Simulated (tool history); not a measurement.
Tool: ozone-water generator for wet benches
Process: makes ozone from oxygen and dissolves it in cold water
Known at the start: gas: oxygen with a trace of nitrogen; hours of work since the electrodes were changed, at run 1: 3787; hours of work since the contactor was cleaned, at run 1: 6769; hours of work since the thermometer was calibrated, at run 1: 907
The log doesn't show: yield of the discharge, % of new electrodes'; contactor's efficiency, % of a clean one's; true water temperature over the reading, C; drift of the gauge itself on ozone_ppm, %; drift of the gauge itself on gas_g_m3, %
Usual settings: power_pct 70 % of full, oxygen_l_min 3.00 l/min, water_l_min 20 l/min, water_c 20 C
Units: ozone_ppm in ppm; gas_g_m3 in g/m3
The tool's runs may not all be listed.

run    hour  power_pct  oxygen_l_min  water_l_min  water_c  hours of work since the electrodes were changed  hours of work since the contactor was cleaned  hours of work since the thermometer was calibrated  ozone_ppm  gas_g_m3
  1     0.0         70          3.00           20       20                                             3787                                           6769                                                 907       14.6     179.8
  2   139.4         70          3.00           20       20                                             3895                                           6877                                                1015       14.4     180.0
  3   287.0         70          3.00           16       20                                             4009                                           6992                                                1130       17.1     181.9
  4   392.9         70          3.00           16       20                                             4091                                           7074                                                1212       17.1     181.9
      400.9  -- water thermometer calibrated
  5   495.3         70          1.69           20       20                                             4170                                           7153                                                  73       13.9     265.7
  6   574.2         70          3.00           20       20                                             4231                                           7214                                                 134       14.5     179.1
      700.4  -- water thermometer calibrated, once more
  7   717.8         70          4.57           20       20                                             4342                                           7325                                                  14       13.9     134.7
  8   795.4         59          3.27           13       15                                             4403                                           7385                                                  74       18.1     144.6
      839.9  -- contactor cleaned
  9   881.3         70          3.00           26       19                                             4466                                             32                                                 137       12.4     181.6
 10  1016.5         70          4.87           25       24                                             4571                                            137                                                 242       11.8     128.0
 11  1096.7         71          2.15           25       24                                             4633                                            199                                                 304       12.0     227.5
 12  1224.8         71          2.15           25       24                                             4733                                            299                                                 404       12.1     223.5
 13  1318.4         51          2.50           20       17                                             4805                                            371                                                 476       11.8     152.0
 14  1439.6         51          3.63           21       24                                             4899                                            465                                                 570       10.3     117.8

Measured less the same run without the tool's hidden state. The same run-to-run variation is in both; the gauge's scatter may not be:
run  ozone_ppm  gas_g_m3
  1       -1.8     -11.1
  2       -1.8     -11.3
  3       -2.1     -11.8
  4       -2.2     -12.1
  5       -1.9     -17.8
  6       -1.9     -12.3
  7       -1.9      -9.5
  8       -2.1      -8.7
  9       -0.9     -13.2
 10       -0.9      -9.5
 11       -1.0     -17.4
 12       -1.0     -17.5
 13       -0.6      -8.4
 14       -0.7      -6.7

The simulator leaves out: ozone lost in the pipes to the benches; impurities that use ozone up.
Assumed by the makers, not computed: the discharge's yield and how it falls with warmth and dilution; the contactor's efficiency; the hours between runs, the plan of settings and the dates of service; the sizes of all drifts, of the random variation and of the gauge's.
